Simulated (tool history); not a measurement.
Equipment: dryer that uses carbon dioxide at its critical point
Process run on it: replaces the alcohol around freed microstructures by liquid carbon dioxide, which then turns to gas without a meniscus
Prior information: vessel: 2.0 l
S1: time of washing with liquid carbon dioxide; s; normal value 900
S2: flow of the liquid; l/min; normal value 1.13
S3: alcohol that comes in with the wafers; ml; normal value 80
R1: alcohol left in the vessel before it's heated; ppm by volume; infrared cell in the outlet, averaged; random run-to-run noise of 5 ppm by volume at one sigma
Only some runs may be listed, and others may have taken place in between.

| run | day | S1 | S2 | S3 | R1 |
|---|---|---|---|---|---|
| 1 | 0.000 | 900 | 1.13 | 80 | 75 |
| 2 | 1.050 | 900 | 1.13 | 80 | 71 |
| 3 | 2.992 | 900 | 1.13 | 80 | 70 |
| 4 | 3.933 | 900 | 1.13 | 80 | 70 |
| 5 | 5.825 | 1080 | 1.13 | 80 | 56 |
| 6 | 7.179 | 900 | 1.89 | 80 | 49 |
| 7 | 8.917 | 840 | 1.13 | 80 | 106 |
| 8 | 10.325 | 900 | 1.13 | 80 | 86 |
| 9 | 11.833 | 900 | 1.13 | 80 | 90 |
| 10 | 13.371 | 900 | 1.13 | 80 | 88 |
| 11 | 15.325 | 900 | 1.13 | 80 | 106 |
| 12 | 16.412 | 900 | 1.13 | 80 | 102 |
| 13 | 17.662 | 1200 | 1.13 | 80 | 56 |
| 14 | 19.975 | 600 | 1.13 | 80 | 512 |
| 15 | 21.938 | 600 | 1.13 | 80 | 525 |
|  | 23.521 | inlet filter changed |
| 16 | 23.800 | 600 | 1.13 | 80 | 355 |
| 17 | 25.929 | 900 | 1.13 | 80 | 99 |
| 18 | 27.071 | 900 | 1.13 | 80 | 106 |
| 19 | 28.829 | 900 | 1.13 | 80 | 103 |
| 20 | 31.108 | 900 | 1.13 | 80 | 105 |
| 21 | 32.817 | 600 | 1.13 | 80 | 405 |
| 22 | 34.529 | 900 | 1.13 | 80 | 122 |
| 23 | 36.117 | 900 | 1.13 | 80 | 125 |
| 24 | 38.204 | 900 | 1.13 | 80 | 137 |
| 25 | 40.525 | 900 | 1.13 | 80 | 136 |
| 26 | 42.167 | 600 | 1.57 | 22 | 120 |
| 27 | 43.404 | 600 | 1.57 | 104 | 201 |
| 28 | 45.692 | 900 | 1.13 | 52 | 135 |
| 29 | 47.775 | 900 | 1.13 | 27 | 123 |
| 30 | 48.942 | 840 | 0.81 | 80 | 538 |
|  | 50.338 | inlet filter changed |
| 31 | 50.679 | 840 | 0.81 | 80 | 359 |
| 32 | 52.379 | 840 | 0.81 | 80 | 372 |
| 33 | 54.429 | 840 | 1.13 | 106 | 188 |
| 34 | 55.842 | 840 | 1.13 | 106 | 171 |
| 35 | 56.867 | 840 | 1.13 | 106 | 168 |
| 36 | 58.408 | 960 | 1.13 | 31 | 133 |
| 37 | 59.646 | 900 | 1.13 | 51 | 134 |
| 38 | 60.904 | 900 | 1.13 | 51 | 147 |
|  | 61.154 | purifier's bed changed |
| 39 | 63.288 | 900 | 1.13 | 51 | 25 |
| 40 | 65.108 | 900 | 1.13 | 27 | 17 |
| 41 | 66.329 | 900 | 1.13 | 27 | 21 |
| 42 | 67.338 | 900 | 1.13 | 27 | 32 |
| 43 | 68.471 | 780 | 1.52 | 53 | 24 |
| 44 | 70.438 | 780 | 1.52 | 53 | 43 |
| 45 | 71.771 | 780 | 1.52 | 53 | 27 |
| 46 | 72.925 | 780 | 1.52 | 53 | 34 |
| 47 | 75.083 | 780 | 1.89 | 53 | 25 |
| 48 | 77.042 | 780 | 1.89 | 53 | 29 |

Here are 3 independent what-if runs from the current tool condition. What would each one return?
|  | 77.300 | inlet filter changed |
| A | 79.083 | 900 | 0.71 | 60 | ? |
|  | 77.300 | inlet filter changed |
| B | 79.083 | 960 | 1.36 | 99 | ? |
|  | 77.300 | inlet filter changed |
| C | 79.083 | 1380 | 1.06 | 51 | ? |

| run | R1 |
|---|---|
| A | 279 |
| B | 39 |
| C | 21 |
Without the tool's unlogged condition, the same runs would have read:
| run | R1 |
|---|---|
| A | 239 |
| B | 15 |
| C | 0 |

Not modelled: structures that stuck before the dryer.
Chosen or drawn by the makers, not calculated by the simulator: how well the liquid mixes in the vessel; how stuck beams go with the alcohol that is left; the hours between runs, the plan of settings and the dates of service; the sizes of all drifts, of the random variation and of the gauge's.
